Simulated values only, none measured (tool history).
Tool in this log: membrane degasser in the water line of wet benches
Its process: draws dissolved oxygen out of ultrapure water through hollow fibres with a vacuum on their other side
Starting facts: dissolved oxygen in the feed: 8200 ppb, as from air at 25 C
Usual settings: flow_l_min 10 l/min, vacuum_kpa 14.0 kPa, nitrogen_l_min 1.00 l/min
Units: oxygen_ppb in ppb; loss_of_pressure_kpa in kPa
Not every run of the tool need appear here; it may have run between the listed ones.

run 1 day=0.000 | flow_l_min=10 vacuum_kpa=14.0 nitrogen_l_min=1.00 | oxygen_ppb=429.8 loss_of_pressure_kpa=40.57
run 2 day=3.529 | flow_l_min=15 vacuum_kpa=14.0 nitrogen_l_min=1.00 | oxygen_ppb=814.0 loss_of_pressure_kpa=60.60
run 3 day=7.475 | flow_l_min=15 vacuum_kpa=14.0 nitrogen_l_min=1.00 | oxygen_ppb=826.6 loss_of_pressure_kpa=61.05
run 4 day=9.700 | flow_l_min=15 vacuum_kpa=16.9 nitrogen_l_min=1.00 | oxygen_ppb=908.3 loss_of_pressure_kpa=60.75
run 5 day=11.646 | flow_l_min=10 vacuum_kpa=15.4 nitrogen_l_min=1.00 | oxygen_ppb=467.0 loss_of_pressure_kpa=40.67
run 6 day=15.008 | flow_l_min=10 vacuum_kpa=15.4 nitrogen_l_min=1.00 | oxygen_ppb=462.0 loss_of_pressure_kpa=40.64
-- day=17.900 vacuum gauge calibrated
run 7 day=18.154 | flow_l_min=16 vacuum_kpa=14.0 nitrogen_l_min=1.00 | oxygen_ppb=899.7 loss_of_pressure_kpa=65.03
run 8 day=21.921 | flow_l_min=16 vacuum_kpa=14.0 nitrogen_l_min=1.00 | oxygen_ppb=900.1 loss_of_pressure_kpa=65.23
run 9 day=24.521 | flow_l_min=16 vacuum_kpa=14.0 nitrogen_l_min=1.00 | oxygen_ppb=914.3 loss_of_pressure_kpa=65.31
run 10 day=27.046 | flow_l_min=16 vacuum_kpa=14.0 nitrogen_l_min=1.00 | oxygen_ppb=931.7 loss_of_pressure_kpa=65.61
run 11 day=28.892 | flow_l_min=10 vacuum_kpa=14.0 nitrogen_l_min=1.32 | oxygen_ppb=375.5 loss_of_pressure_kpa=40.68
run 12 day=32.875 | flow_l_min=16 vacuum_kpa=14.0 nitrogen_l_min=1.00 | oxygen_ppb=931.4 loss_of_pressure_kpa=65.19
run 13 day=34.800 | flow_l_min=10 vacuum_kpa=14.0 nitrogen_l_min=1.00 | oxygen_ppb=429.9 loss_of_pressure_kpa=41.19
-- day=34.992 vacuum gauge calibrated, once more
run 14 day=36.675 | flow_l_min=10 vacuum_kpa=14.0 nitrogen_l_min=1.00 | oxygen_ppb=425.8 loss_of_pressure_kpa=40.88
run 15 day=38.950 | flow_l_min=10 vacuum_kpa=14.0 nitrogen_l_min=0.47 | oxygen_ppb=660.4 loss_of_pressure_kpa=40.97
run 16 day=42.621 | flow_l_min=9 vacuum_kpa=14.0 nitrogen_l_min=0.47 | oxygen_ppb=560.7 loss_of_pressure_kpa=37.06
run 17 day=46.117 | flow_l_min=9 vacuum_kpa=24.7 nitrogen_l_min=2.76 | oxygen_ppb=300.1 loss_of_pressure_kpa=36.56
run 18 day=48.183 | flow_l_min=8 vacuum_kpa=25.0 nitrogen_l_min=0.58 | oxygen_ppb=720.5 loss_of_pressure_kpa=32.89
run 19 day=51.938 | flow_l_min=7 vacuum_kpa=29.4 nitrogen_l_min=0.91 | oxygen_ppb=517.5 loss_of_pressure_kpa=28.66
run 20 day=56.092 | flow_l_min=10 vacuum_kpa=14.0 nitrogen_l_min=0.71 | oxygen_ppb=515.2 loss_of_pressure_kpa=40.91
run 21 day=60.221 | flow_l_min=15 vacuum_kpa=9.6 nitrogen_l_min=0.64 | oxygen_ppb=772.3 loss_of_pressure_kpa=61.54
run 22 day=62.796 | flow_l_min=12 vacuum_kpa=16.8 nitrogen_l_min=0.74 | oxygen_ppb=758.9 loss_of_pressure_kpa=49.12
run 23 day=66.525 | flow_l_min=12 vacuum_kpa=16.8 nitrogen_l_min=0.74 | oxygen_ppb=752.6 loss_of_pressure_kpa=49.25
run 24 day=68.642 | flow_l_min=12 vacuum_kpa=16.8 nitrogen_l_min=0.74 | oxygen_ppb=751.7 loss_of_pressure_kpa=49.45
run 25 day=70.892 | flow_l_min=12 vacuum_kpa=16.8 nitrogen_l_min=0.74 | oxygen_ppb=759.5 loss_of_pressure_kpa=49.62
run 26 day=72.688 | flow_l_min=10 vacuum_kpa=24.5 nitrogen_l_min=0.44 | oxygen_ppb=1118.9 loss_of_pressure_kpa=41.42
run 27 day=76.308 | flow_l_min=6 vacuum_kpa=14.4 nitrogen_l_min=1.17 | oxygen_ppb=175.2 loss_of_pressure_kpa=24.65
run 28 day=79.317 | flow_l_min=6 vacuum_kpa=14.4 nitrogen_l_min=1.17 | oxygen_ppb=168.7 loss_of_pressure_kpa=24.90
run 29 day=83.162 | flow_l_min=6 vacuum_kpa=19.9 nitrogen_l_min=1.17 | oxygen_ppb=240.3 loss_of_pressure_kpa=24.74

Each run again, without the hidden state but with its own random variation kept:
What the log doesn't record here: membrane still open, %; true pressure behind the membrane over the reading, kPa; air that leaks in behind the membrane, l/min; drift of the gauge itself on oxygen_ppb, %; drift of the gauge itself on loss_of_pressure_kpa, %.
run=1 oxygen_ppb=402.5 loss_of_pressure_kpa=39.40
run=2 oxygen_ppb=765.1 loss_of_pressure_kpa=58.81
run=3 oxygen_ppb=775.8 loss_of_pressure_kpa=59.21
run=4 oxygen_ppb=858.0 loss_of_pressure_kpa=58.89
run=5 oxygen_ppb=437.6 loss_of_pressure_kpa=39.41
run=6 oxygen_ppb=432.3 loss_of_pressure_kpa=39.35
run=7 oxygen_ppb=839.2 loss_of_pressure_kpa=62.95
run=8 oxygen_ppb=838.6 loss_of_pressure_kpa=63.11
run=9 oxygen_ppb=851.1 loss_of_pressure_kpa=63.15
run=10 oxygen_ppb=866.4 loss_of_pressure_kpa=63.41
run=11 oxygen_ppb=343.5 loss_of_pressure_kpa=39.30
run=12 oxygen_ppb=864.3 loss_of_pressure_kpa=62.94
run=13 oxygen_ppb=394.4 loss_of_pressure_kpa=39.76
run=14 oxygen_ppb=402.4 loss_of_pressure_kpa=39.45
run=15 oxygen_ppb=636.8 loss_of_pressure_kpa=39.52
run=16 oxygen_ppb=541.4 loss_of_pressure_kpa=35.72
run=17 oxygen_ppb=280.5 loss_of_pressure_kpa=35.21
run=18 oxygen_ppb=705.3 loss_of_pressure_kpa=31.68
run=19 oxygen_ppb=505.7 loss_of_pressure_kpa=27.57
run=20 oxygen_ppb=488.2 loss_of_pressure_kpa=39.33
run=21 oxygen_ppb=719.2 loss_of_pressure_kpa=59.12
run=22 oxygen_ppb=720.4 loss_of_pressure_kpa=47.16
run=23 oxygen_ppb=713.6 loss_of_pressure_kpa=47.26
run=24 oxygen_ppb=712.3 loss_of_pressure_kpa=47.44
run=25 oxygen_ppb=719.1 loss_of_pressure_kpa=47.59
run=26 oxygen_ppb=1089.9 loss_of_pressure_kpa=39.70
run=27 oxygen_ppb=165.9 loss_of_pressure_kpa=23.61
run=28 oxygen_ppb=159.5 loss_of_pressure_kpa=23.85
run=29 oxygen_ppb=230.2 loss_of_pressure_kpa=23.67
